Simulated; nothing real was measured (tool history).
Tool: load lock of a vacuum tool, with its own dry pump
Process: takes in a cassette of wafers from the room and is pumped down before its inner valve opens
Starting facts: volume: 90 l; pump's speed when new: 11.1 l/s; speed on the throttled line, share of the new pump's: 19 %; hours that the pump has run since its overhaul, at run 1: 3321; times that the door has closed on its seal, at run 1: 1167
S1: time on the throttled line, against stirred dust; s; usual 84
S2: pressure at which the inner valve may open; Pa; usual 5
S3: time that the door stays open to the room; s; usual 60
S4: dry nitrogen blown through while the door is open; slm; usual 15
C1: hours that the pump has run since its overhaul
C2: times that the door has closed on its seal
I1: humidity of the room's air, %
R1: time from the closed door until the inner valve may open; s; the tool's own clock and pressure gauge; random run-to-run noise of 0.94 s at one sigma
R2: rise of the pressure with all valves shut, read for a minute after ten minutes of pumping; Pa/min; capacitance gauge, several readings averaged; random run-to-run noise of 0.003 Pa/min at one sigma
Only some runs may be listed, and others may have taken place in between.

run	hour	S1	S2	S3	S4	C1	C2	I1	R1	R2
1	0.0	84	5	60	15	3321	1167	45.5	150.7	0.018
2	149.6	84	4	60	15	3470	1436	46.7	151.5	0.022
3	303.9	84	4	60	15	3625	1714	46.6	151.5	0.022
4	435.5	84	4	60	15	3756	1951	46.4	151.4	0.025
5	542.7	84	5	60	15	3863	2144	45.5	149.1	0.024
6	684.2	84	5	60	15	4005	2399	42.5	149.2	0.026
7	883.7	148	5	60	15	4204	2758	45.3	202.6	0.026
8	1019.5	148	5	60	15	4340	3002	45.1	200.6	0.026
9	1138.2	84	5	25	15	4459	3216	44.0	150.2	0.020
10	1255.0	84	5	25	15	4576	3427	44.8	148.7	0.022
11	1459.7	84	6	60	15	4780	3795	46.5	148.0	0.020
12	1666.7	84	6	60	15	4987	4168	40.4	148.5	0.025
13	1807.7	84	6	60	15	5128	4422	43.1	150.0	0.027
14	1909.1	84	8	60	15	5230	4604	44.3	145.4	0.026
15	2101.2	84	8	60	15	5422	4950	46.4	145.7	0.034
16	2239.9	84	5	145	15	5561	5200	46.8	151.3	0.038
17	2368.2	84	5	145	15	5689	5431	44.1	151.6	0.043
18	2570.0	84	5	145	15	5891	5794	42.6	152.0	0.038
19	2773.9	84	5	82	15	6095	6162	46.2	151.7	0.037
20	2865.1	84	5	82	15	6186	6326	47.2	150.6	0.038
21	2986.4	84	8	62	22	6307	6544	44.5	146.6	0.030
22	3161.6	45	5	90	29	6482	6860	43.3	119.2	0.036
23	3258.5	137	5	90	10	6579	7034	44.7	193.4	0.047
24	3381.3	90	4	193	13	6702	7255	42.6	157.9	0.050
25	3501.4	84	5	60	27	6822	7471	43.7	152.3	0.036
26	3611.9	84	10	60	5	6933	7670	42.8	144.9	0.045
27	3794.4	154	8	110	15	7115	7999	43.2	202.1	0.039
28	3932.7	84	7	54	8	7253	8248	42.1	148.0	0.045
29	4061.0	68	6	36	16	7382	8479	42.8	137.3	0.034
30	4273.1	168	5	60	26	7594	8861	47.9	217.7	0.042
31	4497.8	84	8	60	20	7819	9266	46.2	147.1	0.038
32	4719.0	47	4	55	6	8040	9664	43.8	124.4	0.051

Run 33 is up next; what results do you expect?
33	4892.5	47	9	29	6	8213	9976	44.4	?	?

Logged for run 33: R1 118.0 s, R2 0.040 Pa/min.
Minus the tool's unlogged condition, the same run would have read R1 114.5 s, R2 0.016 Pa/min.

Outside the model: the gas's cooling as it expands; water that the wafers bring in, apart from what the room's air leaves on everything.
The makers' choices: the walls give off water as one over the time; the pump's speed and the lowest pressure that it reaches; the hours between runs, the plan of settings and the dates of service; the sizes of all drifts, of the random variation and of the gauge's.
